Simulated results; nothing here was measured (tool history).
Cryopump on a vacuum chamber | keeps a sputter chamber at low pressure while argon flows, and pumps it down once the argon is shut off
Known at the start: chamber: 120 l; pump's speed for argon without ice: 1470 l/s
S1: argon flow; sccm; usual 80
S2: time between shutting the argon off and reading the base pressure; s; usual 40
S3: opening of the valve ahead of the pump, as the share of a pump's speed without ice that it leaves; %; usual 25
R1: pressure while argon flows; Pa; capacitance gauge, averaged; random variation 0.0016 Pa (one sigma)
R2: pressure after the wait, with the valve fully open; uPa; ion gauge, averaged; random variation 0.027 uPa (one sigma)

Run 1, hour 0: usual settings. Result: R1 0.3813 Pa, R2 1.88 uPa.
Run 2, hour 14.7: usual settings but S1 111 sccm. Result: R1 0.5304 Pa, R2 1.92 uPa.
Run 3, hour 34.9: usual settings but S1 111 sccm, S2 127 s. Result: R1 0.5325 Pa, R2 1.2 uPa.
Run 4, hour 51.7: usual settings. Result: R1 0.383 Pa, R2 1.93 uPa.
Run 5, hour 76.1: usual settings. Result: R1 0.3846 Pa, R2 1.95 uPa.
Run 6, hour 93.7: usual settings. Result: R1 0.3805 Pa, R2 1.98 uPa.
Run 7, hour 126.9: usual settings. Result: R1 0.3839 Pa, R2 1.96 uPa.
Run 8, hour 151.8: usual settings. Result: R1 0.3845 Pa, R2 2.02 uPa.
Run 9, hour 166.7: usual settings. Result: R1 0.3859 Pa, R2 2 uPa.
Run 10, hour 183.1: usual settings. Result: R1 0.3825 Pa, R2 2.02 uPa.
Run 11, hour 205.3: usual settings. Result: R1 0.382 Pa, R2 2.04 uPa.
Run 12, hour 231.3: usual settings. Result: R1 0.3836 Pa, R2 2.11 uPa.
Run 13, hour 260.8: usual settings. Result: R1 0.3889 Pa, R2 2.08 uPa.

The next listed run, before its measurement:
Run 14, hour 280.2: usual settings. Result: R1 ?, R2 ?.

Run 14 gave R1 0.3847 Pa, R2 2.17 uPa.
Without the tool's hidden state the same run would have given R1 0.3666 Pa, R2 1.27 uPa.
